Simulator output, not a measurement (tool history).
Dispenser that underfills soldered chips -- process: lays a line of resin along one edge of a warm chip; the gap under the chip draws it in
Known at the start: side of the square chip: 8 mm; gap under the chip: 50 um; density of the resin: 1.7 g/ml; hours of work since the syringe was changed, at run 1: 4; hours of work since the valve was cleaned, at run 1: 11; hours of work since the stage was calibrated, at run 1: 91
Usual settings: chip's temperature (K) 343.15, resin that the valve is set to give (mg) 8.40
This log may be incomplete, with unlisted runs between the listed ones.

run,hour,chip's temperature (K),resin that the valve is set to give (mg),hours of work since the syringe was changed,hours of work since the valve was cleaned,hours of work since the stage was calibrated,time until the resin shows at the far edge (s),resin that the valve gave (mg)
1,0.0,343.15,8.40,4,11,91,125.6,8.37
# hour 3.1: new syringe of resin
2,6.8,343.15,8.40,3,15,96,112.4,8.36
# hour 11.4: new syringe of resin
3,13.0,343.15,8.40,1,19,100,101.1,8.35
# hour 20.0: new syringe of resin
4,21.2,343.15,8.40,1,25,106,101.0,8.31
# hour 28.3: new syringe of resin
5,30.3,343.15,8.40,1,31,112,106.8,8.26
6,34.8,343.15,8.40,5,34,115,132.9,8.25
# hour 36.7: new syringe of resin
7,43.6,343.15,8.40,5,40,121,138.1,8.23
# hour 45.1: new syringe of resin
8,49.5,343.15,7.63,3,44,125,120.9,7.50
# hour 53.6: new syringe of resin
9,56.2,343.15,7.63,2,49,129,110.1,7.49
# hour 62.3: new syringe of resin
10,62.4,343.15,7.63,0,53,134,96.7,7.49
11,69.8,343.15,7.60,5,58,139,143.4,7.46
# hour 70.6: new syringe of resin
12,74.9,343.15,10.66,3,61,142,115.1,10.41
# hour 78.9: new syringe of resin
13,81.1,343.15,9.25,2,66,146,105.4,9.00
# hour 83.5: dispensing valve cleaned and set on the balance
# hour 88.5: new syringe of resin
14,88.6,343.15,8.21,0,3,151,97.2,8.24
# hour 96.9: new syringe of resin
15,97.7,343.15,8.21,1,10,157,98.8,8.21
# hour 105.2: new syringe of resin
16,105.2,343.15,8.21,0,15,162,92.4,8.17
17,113.1,354.15,10.75,6,20,167,79.4,10.68
# hour 114.1: new syringe of resin
18,117.0,339.15,7.79,2,23,170,137.9,7.73
# hour 122.9: new syringe of resin
19,124.5,334.15,9.69,1,28,175,173.5,9.58
20,129.8,334.15,9.69,5,32,179,222.0,9.56
# hour 131.4: new syringe of resin
21,137.7,334.15,7.75,4,37,184,215.6,7.68
# hour 139.8: new syringe of resin
22,144.2,334.15,7.75,3,41,189,204.8,7.63
# hour 148.0: new syringe of resin
23,153.3,334.15,7.75,4,47,195,214.0,7.65
# hour 156.2: new syringe of resin
24,157.9,330.15,9.28,1,50,198,206.0,9.15
# hour 164.7: new syringe of resin
25,167.0,330.15,9.28,2,57,204,219.6,9.12
26,171.3,328.15,8.43,5,60,207,315.5,8.26
# hour 173.2: new syringe of resin
27,180.4,328.15,8.43,5,66,213,318.3,8.26

Each row is a separate what-if for the run after 27, all from the same tool condition, not one after another. Results?
# hour 181.7: new syringe of resin
# hour 182.7: dispensing valve cleaned and set on the balance
A,186.5,331.15,8.74,3,3,217,?,?
# hour 181.7: new syringe of resin
# hour 182.7: dispensing valve cleaned and set on the balance
B,186.5,343.15,9.73,3,3,217,?,?
# hour 181.7: new syringe of resin
# hour 182.7: dispensing valve cleaned and set on the balance
C,186.5,329.15,8.43,3,3,217,?,?
# hour 181.7: new syringe of resin
# hour 182.7: dispensing valve cleaned and set on the balance
D,186.5,343.15,7.26,3,3,217,?,?

run,time until the resin shows at the far edge (s),resin that the valve gave (mg)
A,220.6,8.71
B,115.8,9.71
C,248.6,8.40
D,118.4,7.25
What these runs would have given with no unlogged condition in the tool:
run,time until the resin shows at the far edge (s),resin that the valve gave (mg)
A,171.9,8.74
B,90.5,9.75
C,193.6,8.43
D,92.6,7.28

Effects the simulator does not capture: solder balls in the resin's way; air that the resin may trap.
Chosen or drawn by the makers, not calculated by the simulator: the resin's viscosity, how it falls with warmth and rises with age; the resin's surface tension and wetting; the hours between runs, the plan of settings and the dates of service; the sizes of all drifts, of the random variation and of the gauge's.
